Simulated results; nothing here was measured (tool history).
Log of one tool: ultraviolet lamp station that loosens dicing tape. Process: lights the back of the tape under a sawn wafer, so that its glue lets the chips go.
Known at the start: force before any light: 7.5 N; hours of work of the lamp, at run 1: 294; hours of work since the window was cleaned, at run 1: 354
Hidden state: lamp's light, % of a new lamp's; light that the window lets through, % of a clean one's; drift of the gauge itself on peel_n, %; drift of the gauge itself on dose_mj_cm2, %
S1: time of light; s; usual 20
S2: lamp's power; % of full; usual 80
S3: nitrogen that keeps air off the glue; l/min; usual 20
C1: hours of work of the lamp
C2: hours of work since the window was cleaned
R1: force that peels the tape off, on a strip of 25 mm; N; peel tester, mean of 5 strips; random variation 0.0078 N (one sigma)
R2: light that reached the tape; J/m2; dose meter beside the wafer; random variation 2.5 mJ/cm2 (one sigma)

run,hour,S1,S2,S3,C1,C2,R1,R2
1,0.0,20,80,20,294,354,0.458,2550
2,45.4,20,80,20,322,382,0.486,2500
3,95.3,20,80,20,352,412,0.493,2490
4,144.7,20,80,20,381,441,0.501,2430
5,176.4,14,80,20,400,461,1.195,1660
# hour 202.8: window cleaned of glue's vapour
6,209.2,20,80,20,420,4,0.446,2550
7,264.8,20,80,20,453,37,0.474,2530
8,321.6,28,94,12,488,72,0.207,4080
9,360.2,28,94,12,511,95,0.203,4000
10,401.3,28,94,12,536,120,0.212,3940
11,456.9,37,67,38,569,153,0.105,3670
12,491.8,19,80,20,590,174,0.627,2240
13,543.4,20,65,9,621,205,1.510,1910

Forecast each of these 4 alternatives for the next run:
A,582.9,28,80,7,645,229,?,?
B,582.9,27,85,17,645,229,?,?
C,582.9,20,94,15,645,229,?,?
D,582.9,13,79,20,645,229,?,?

run,R1,R2
A,0.673,3230
B,0.261,3290
C,0.529,2670
D,1.409,1460
Without the tool's hidden state the same runs would have given:
run,R1,R2
A,0.349,4190
B,0.122,4270
C,0.256,3470
D,0.874,1890
